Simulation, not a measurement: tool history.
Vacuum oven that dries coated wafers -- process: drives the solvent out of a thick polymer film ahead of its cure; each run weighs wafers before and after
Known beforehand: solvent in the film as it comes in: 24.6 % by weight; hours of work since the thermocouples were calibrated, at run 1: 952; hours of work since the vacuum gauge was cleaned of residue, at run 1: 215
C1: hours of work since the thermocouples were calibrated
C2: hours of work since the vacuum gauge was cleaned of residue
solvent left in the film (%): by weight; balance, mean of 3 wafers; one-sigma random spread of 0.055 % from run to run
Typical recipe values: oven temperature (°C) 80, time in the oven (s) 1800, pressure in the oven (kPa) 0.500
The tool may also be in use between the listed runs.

run 1 hour=0.0 | oven_temperature_(°C)=80 time_in_the_oven_(s)=1800 pressure_in_the_oven_(kPa)=0.500 | C1=952 C2=215 | solvent_left_in_the_film_(%)=2.61
run 2 hour=54.6 | oven_temperature_(°C)=80 time_in_the_oven_(s)=1800 pressure_in_the_oven_(kPa)=0.500 | C1=974 C2=237 | solvent_left_in_the_film_(%)=2.69
run 3 hour=139.2 | oven_temperature_(°C)=80 time_in_the_oven_(s)=1800 pressure_in_the_oven_(kPa)=0.500 | C1=1008 C2=271 | solvent_left_in_the_film_(%)=2.73
run 4 hour=196.0 | oven_temperature_(°C)=80 time_in_the_oven_(s)=1800 pressure_in_the_oven_(kPa)=0.500 | C1=1030 C2=294 | solvent_left_in_the_film_(%)=2.66
-- hour=266.8 oven's thermocouples calibrated
run 5 hour=280.4 | oven_temperature_(°C)=80 time_in_the_oven_(s)=1800 pressure_in_the_oven_(kPa)=0.500 | C1=5 C2=327 | solvent_left_in_the_film_(%)=2.52
run 6 hour=374.2 | oven_temperature_(°C)=80 time_in_the_oven_(s)=1800 pressure_in_the_oven_(kPa)=0.500 | C1=43 C2=364 | solvent_left_in_the_film_(%)=2.43
run 7 hour=435.9 | oven_temperature_(°C)=80 time_in_the_oven_(s)=960 pressure_in_the_oven_(kPa)=0.500 | C1=68 C2=389 | solvent_left_in_the_film_(%)=6.04
run 8 hour=552.8 | oven_temperature_(°C)=80 time_in_the_oven_(s)=960 pressure_in_the_oven_(kPa)=0.500 | C1=114 C2=436 | solvent_left_in_the_film_(%)=6.07
run 9 hour=605.9 | oven_temperature_(°C)=80 time_in_the_oven_(s)=1800 pressure_in_the_oven_(kPa)=0.500 | C1=136 C2=457 | solvent_left_in_the_film_(%)=2.54
run 10 hour=690.1 | oven_temperature_(°C)=80 time_in_the_oven_(s)=1800 pressure_in_the_oven_(kPa)=0.971 | C1=169 C2=491 | solvent_left_in_the_film_(%)=3.00
run 11 hour=781.8 | oven_temperature_(°C)=80 time_in_the_oven_(s)=1800 pressure_in_the_oven_(kPa)=0.500 | C1=206 C2=527 | solvent_left_in_the_film_(%)=2.54
run 12 hour=838.5 | oven_temperature_(°C)=80 time_in_the_oven_(s)=1800 pressure_in_the_oven_(kPa)=0.523 | C1=229 C2=550 | solvent_left_in_the_film_(%)=2.51
run 13 hour=963.6 | oven_temperature_(°C)=80 time_in_the_oven_(s)=1800 pressure_in_the_oven_(kPa)=0.523 | C1=279 C2=600 | solvent_left_in_the_film_(%)=2.59
run 14 hour=1038.3 | oven_temperature_(°C)=80 time_in_the_oven_(s)=3240 pressure_in_the_oven_(kPa)=0.500 | C1=309 C2=630 | solvent_left_in_the_film_(%)=1.06
run 15 hour=1146.2 | oven_temperature_(°C)=80 time_in_the_oven_(s)=3240 pressure_in_the_oven_(kPa)=0.500 | C1=352 C2=673 | solvent_left_in_the_film_(%)=1.07
run 16 hour=1252.8 | oven_temperature_(°C)=80 time_in_the_oven_(s)=3240 pressure_in_the_oven_(kPa)=0.435 | C1=395 C2=716 | solvent_left_in_the_film_(%)=0.99
run 17 hour=1364.1 | oven_temperature_(°C)=80 time_in_the_oven_(s)=3240 pressure_in_the_oven_(kPa)=0.435 | C1=439 C2=760 | solvent_left_in_the_film_(%)=0.91
run 18 hour=1424.2 | oven_temperature_(°C)=80 time_in_the_oven_(s)=1800 pressure_in_the_oven_(kPa)=0.513 | C1=463 C2=785 | solvent_left_in_the_film_(%)=2.72
run 19 hour=1493.4 | oven_temperature_(°C)=80 time_in_the_oven_(s)=1800 pressure_in_the_oven_(kPa)=0.513 | C1=491 C2=812 | solvent_left_in_the_film_(%)=2.60
run 20 hour=1551.5 | oven_temperature_(°C)=80 time_in_the_oven_(s)=1800 pressure_in_the_oven_(kPa)=0.513 | C1=514 C2=835 | solvent_left_in_the_film_(%)=2.62
run 21 hour=1626.8 | oven_temperature_(°C)=80 time_in_the_oven_(s)=1800 pressure_in_the_oven_(kPa)=0.513 | C1=544 C2=866 | solvent_left_in_the_film_(%)=2.72
run 22 hour=1709.6 | oven_temperature_(°C)=94 time_in_the_oven_(s)=1800 pressure_in_the_oven_(kPa)=0.513 | C1=577 C2=899 | solvent_left_in_the_film_(%)=0.55
run 23 hour=1797.2 | oven_temperature_(°C)=80 time_in_the_oven_(s)=1800 pressure_in_the_oven_(kPa)=0.500 | C1=612 C2=934 | solvent_left_in_the_film_(%)=2.71
run 24 hour=1918.2 | oven_temperature_(°C)=71 time_in_the_oven_(s)=2340 pressure_in_the_oven_(kPa)=0.500 | C1=661 C2=982 | solvent_left_in_the_film_(%)=4.65
run 25 hour=1983.9 | oven_temperature_(°C)=71 time_in_the_oven_(s)=960 pressure_in_the_oven_(kPa)=0.419 | C1=687 C2=1008 | solvent_left_in_the_film_(%)=10.46
run 26 hour=2069.7 | oven_temperature_(°C)=82 time_in_the_oven_(s)=1800 pressure_in_the_oven_(kPa)=0.410 | C1=721 C2=1043 | solvent_left_in_the_film_(%)=2.08
run 27 hour=2160.8 | oven_temperature_(°C)=77 time_in_the_oven_(s)=1500 pressure_in_the_oven_(kPa)=0.500 | C1=758 C2=1079 | solvent_left_in_the_film_(%)=4.78
run 28 hour=2232.6 | oven_temperature_(°C)=78 time_in_the_oven_(s)=2340 pressure_in_the_oven_(kPa)=0.311 | C1=787 C2=1108 | solvent_left_in_the_film_(%)=2.01
run 29 hour=2298.3 | oven_temperature_(°C)=90 time_in_the_oven_(s)=1560 pressure_in_the_oven_(kPa)=0.360 | C1=813 C2=1134 | solvent_left_in_the_film_(%)=0.92
run 30 hour=2395.6 | oven_temperature_(°C)=94 time_in_the_oven_(s)=1200 pressure_in_the_oven_(kPa)=1.396 | C1=852 C2=1173 | solvent_left_in_the_film_(%)=1.68
run 31 hour=2456.8 | oven_temperature_(°C)=66 time_in_the_oven_(s)=1200 pressure_in_the_oven_(kPa)=1.396 | C1=876 C2=1198 | solvent_left_in_the_film_(%)=12.68
run 32 hour=2564.9 | oven_temperature_(°C)=81 time_in_the_oven_(s)=1200 pressure_in_the_oven_(kPa)=0.757 | C1=920 C2=1241 | solvent_left_in_the_film_(%)=4.92
run 33 hour=2640.2 | oven_temperature_(°C)=81 time_in_the_oven_(s)=1200 pressure_in_the_oven_(kPa)=0.757 | C1=950 C2=1271 | solvent_left_in_the_film_(%)=4.91
run 34 hour=2717.5 | oven_temperature_(°C)=88 time_in_the_oven_(s)=1800 pressure_in_the_oven_(kPa)=0.756 | C1=981 C2=1302 | solvent_left_in_the_film_(%)=1.35
run 35 hour=2839.0 | oven_temperature_(°C)=84 time_in_the_oven_(s)=3240 pressure_in_the_oven_(kPa)=0.471 | C1=1029 C2=1351 | solvent_left_in_the_film_(%)=0.91
-- hour=2908.9 oven's thermocouples calibrated
run 36 hour=2925.4 | oven_temperature_(°C)=84 time_in_the_oven_(s)=3240 pressure_in_the_oven_(kPa)=0.471 | C1=7 C2=1384 | solvent_left_in_the_film_(%)=0.91
run 37 hour=3036.6 | oven_temperature_(°C)=76 time_in_the_oven_(s)=3240 pressure_in_the_oven_(kPa)=0.726 | C1=51 C2=1429 | solvent_left_in_the_film_(%)=2.19
run 38 hour=3107.5 | oven_temperature_(°C)=71 time_in_the_oven_(s)=2460 pressure_in_the_oven_(kPa)=0.500 | C1=79 C2=1457 | solvent_left_in_the_film_(%)=4.41
run 39 hour=3164.4 | oven_temperature_(°C)=80 time_in_the_oven_(s)=1980 pressure_in_the_oven_(kPa)=1.082 | C1=102 C2=1480 | solvent_left_in_the_film_(%)=3.07
run 40 hour=3286.4 | oven_temperature_(°C)=80 time_in_the_oven_(s)=1980 pressure_in_the_oven_(kPa)=1.082 | C1=151 C2=1529 | solvent_left_in_the_film_(%)=3.05
run 41 hour=3402.9 | oven_temperature_(°C)=80 time_in_the_oven_(s)=1980 pressure_in_the_oven_(kPa)=1.082 | C1=198 C2=1575 | solvent_left_in_the_film_(%)=3.09
run 42 hour=3473.0 | oven_temperature_(°C)=80 time_in_the_oven_(s)=1500 pressure_in_the_oven_(kPa)=1.082 | C1=226 C2=1604 | solvent_left_in_the_film_(%)=4.35
run 43 hour=3544.4 | oven_temperature_(°C)=88 time_in_the_oven_(s)=1920 pressure_in_the_oven_(kPa)=1.345 | C1=254 C2=1632 | solvent_left_in_the_film_(%)=1.74
run 44 hour=3621.0 | oven_temperature_(°C)=88 time_in_the_oven_(s)=1920 pressure_in_the_oven_(kPa)=1.345 | C1=285 C2=1663 | solvent_left_in_the_film_(%)=1.85
run 45 hour=3724.6 | oven_temperature_(°C)=73 time_in_the_oven_(s)=2100 pressure_in_the_oven_(kPa)=0.264 | C1=326 C2=1704 | solvent_left_in_the_film_(%)=4.36
run 46 hour=3780.3 | oven_temperature_(°C)=69 time_in_the_oven_(s)=1800 pressure_in_the_oven_(kPa)=0.389 | C1=349 C2=1726 | solvent_left_in_the_film_(%)=7.34

Below are 3 alternative next runs, each starting from the tool's condition after run 46. Predict each:
run A hour=3860.8 | oven_temperature_(°C)=80 time_in_the_oven_(s)=1800 pressure_in_the_oven_(kPa)=0.888 | C1=381 C2=1759 | solvent_left_in_the_film_(%)=?
run B hour=3860.8 | oven_temperature_(°C)=75 time_in_the_oven_(s)=1800 pressure_in_the_oven_(kPa)=0.389 | C1=381 C2=1759 | solvent_left_in_the_film_(%)=?
run C hour=3860.8 | oven_temperature_(°C)=80 time_in_the_oven_(s)=1800 pressure_in_the_oven_(kPa)=0.424 | C1=381 C2=1759 | solvent_left_in_the_film_(%)=?

run=A solvent_left_in_the_film_(%)=3.31
run=B solvent_left_in_the_film_(%)=4.48
run=C solvent_left_in_the_film_(%)=2.93
What these runs would have given with no unlogged condition in the tool:
run=A solvent_left_in_the_film_(%)=2.77
run=B solvent_left_in_the_film_(%)=3.85
run=C solvent_left_in_the_film_(%)=2.39

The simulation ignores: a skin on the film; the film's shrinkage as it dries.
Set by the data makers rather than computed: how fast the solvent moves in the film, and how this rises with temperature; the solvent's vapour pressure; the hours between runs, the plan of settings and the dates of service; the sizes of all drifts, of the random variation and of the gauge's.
